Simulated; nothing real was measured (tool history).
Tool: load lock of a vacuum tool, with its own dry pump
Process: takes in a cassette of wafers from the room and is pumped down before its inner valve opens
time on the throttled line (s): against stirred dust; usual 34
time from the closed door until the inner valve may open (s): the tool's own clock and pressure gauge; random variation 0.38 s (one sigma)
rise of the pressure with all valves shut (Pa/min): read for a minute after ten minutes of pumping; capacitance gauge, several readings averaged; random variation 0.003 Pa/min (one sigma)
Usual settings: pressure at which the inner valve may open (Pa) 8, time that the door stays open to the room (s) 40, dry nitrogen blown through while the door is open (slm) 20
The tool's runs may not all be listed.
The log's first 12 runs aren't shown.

run,day,time on the throttled line (s),pressure at which the inner valve may open (Pa),time that the door stays open to the room (s),dry nitrogen blown through while the door is open (slm),hours that the pump has run since its overhaul,times that the door has closed on its seal,"incoming humidity of the room's air, %",time from the closed door until the inner valve may open (s),rise of the pressure with all valves shut (Pa/min)
13,101.338,34,6,40,20,9384,14458,46.4,66.4,0.011
14,109.362,34,8,76,20,9577,14813,46.6,64.5,0.024
15,114.488,34,8,76,20,9700,15040,46.7,64.7,0.018
16,122.821,34,8,76,20,9900,15408,45.8,65.2,0.021
17,130.300,34,11,40,20,10079,15739,45.5,63.7,0.019
18,135.179,34,11,40,20,10196,15955,43.8,64.0,0.018
19,147.021,34,11,40,20,10481,16479,45.7,63.2,0.014
20,156.617,34,11,239,8,10711,16904,44.7,63.5,0.078
21,165.421,34,11,239,8,10922,17293,44.8,63.6,0.082
22,173.196,22,7,40,20,11109,17637,47.9,56.6,0.020
23,184.671,42,13,104,5,11384,18145,46.9,68.8,0.050
24,196.625,42,15,104,4,11671,18674,42.8,68.2,0.051
25,204.196,28,10,53,5,11853,19009,46.6,60.1,0.025
26,210.033,20,6,53,16,11993,19267,43.1,55.5,0.024
27,218.217,34,8,40,6,12189,19629,42.9,64.8,0.029
28,226.112,34,12,84,29,12379,19978,44.9,63.3,0.017
29,236.988,34,12,84,29,12640,20459,44.0,63.3,0.019
30,246.921,34,8,134,20,12878,20899,47.9,64.9,0.036
31,258.108,34,8,147,5,13147,21394,47.4,65.8,0.072
32,268.621,34,8,147,5,13399,21859,44.6,65.1,0.062
33,280.046,34,8,147,5,13673,22364,47.4,65.3,0.067
34,290.471,34,14,40,20,13923,22825,47.5,62.4,0.014
35,295.996,25,8,40,24,14056,23070,45.9,58.2,0.010
36,305.129,48,9,40,24,14275,23474,45.6,74.8,0.016
37,314.558,66,8,201,22,14502,23891,43.5,87.9,0.039

Forecast each of these 4 alternatives for the next run:
A,325.588,34,10,99,20,14766,24379,45.3,?,?
B,325.588,34,8,40,22,14766,24379,44.5,?,?
C,325.588,66,8,201,18,14766,24379,42.4,?,?
D,325.588,52,8,201,22,14766,24379,42.6,?,?

run,time from the closed door until the inner valve may open (s),rise of the pressure with all valves shut (Pa/min)
A,64.8,0.027
B,64.5,0.014
C,88.5,0.045
D,77.5,0.038
Without the tool's hidden state the same runs would have given:
run,time from the closed door until the inner valve may open (s),rise of the pressure with all valves shut (Pa/min)
A,64.7,0.026
B,64.5,0.013
C,88.5,0.045
D,77.5,0.037
